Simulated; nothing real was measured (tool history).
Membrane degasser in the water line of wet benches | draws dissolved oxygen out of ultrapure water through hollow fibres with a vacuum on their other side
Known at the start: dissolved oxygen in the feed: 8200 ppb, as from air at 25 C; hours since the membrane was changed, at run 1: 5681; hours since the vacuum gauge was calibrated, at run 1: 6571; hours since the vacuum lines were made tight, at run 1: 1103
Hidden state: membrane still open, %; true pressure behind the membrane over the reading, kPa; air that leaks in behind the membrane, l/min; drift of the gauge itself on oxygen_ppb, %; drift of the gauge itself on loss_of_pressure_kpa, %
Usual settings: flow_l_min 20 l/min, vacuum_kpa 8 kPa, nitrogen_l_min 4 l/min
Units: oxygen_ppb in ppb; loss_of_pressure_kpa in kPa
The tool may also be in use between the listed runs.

run,hour,flow_l_min,vacuum_kpa,nitrogen_l_min,hours since the membrane was changed,hours since the vacuum gauge was calibrated,hours since the vacuum lines were made tight,oxygen_ppb,loss_of_pressure_kpa
1,0,20,8,4,5681,6571,1103,61.9,65.58
2,81.1,20,8,3.71,5762,6652,1185,65,65.72
3,221,20,8,4,5902,6792,1324,61.4,65.46
4,320,20,8,4,6001,6891,1423,62.1,66.04
5,388.7,20,8,4,6070,6959,1492,60.9,65.34
6,502.1,20,8,4,6183,7073,1606,61.1,65.96
7,634.5,20,8,4,6316,7205,1738,61.5,66.11
8,704.6,20,8,4,6386,7275,1808,61.3,65.9
9,827.7,20,8,4,6509,7398,1931,60.7,66.19
10,959.3,20,8,4,6641,7530,2063,61.3,66.06
11,1074.6,20,8,4,6756,7645,2178,61.2,65.87
12,1176.2,24,8,1.84,6857,7747,2280,151.6,79.15
13,1266.3,24,8,1.84,6947,7837,2370,152.2,79.65
14,1380.8,25,5.92,4.91,7062,7952,2484,43.7,82.6
15,1448.2,25,5.92,4.91,7129,8019,2552,43,82.59
16,1582.1,25,5.92,4.91,7263,8153,2686,42.7,83.46

3 ways to go on from here, each from the tool as it stands after run 16. What would each give?
A,1684.1,20,7.01,3.54,7365,8255,2788,?,?
B,1684.1,25,5.92,4.42,7365,8255,2788,?,?
C,1684.1,20,8.62,5.52,7365,8255,2788,?,?

run,oxygen_ppb,loss_of_pressure_kpa
A,55.1,67.07
B,46.7,82.78
C,51.5,66.53
Without the tool's hidden state the same runs would have given:
run,oxygen_ppb,loss_of_pressure_kpa
A,55,66.24
B,46.6,81.75
C,51.4,65.7
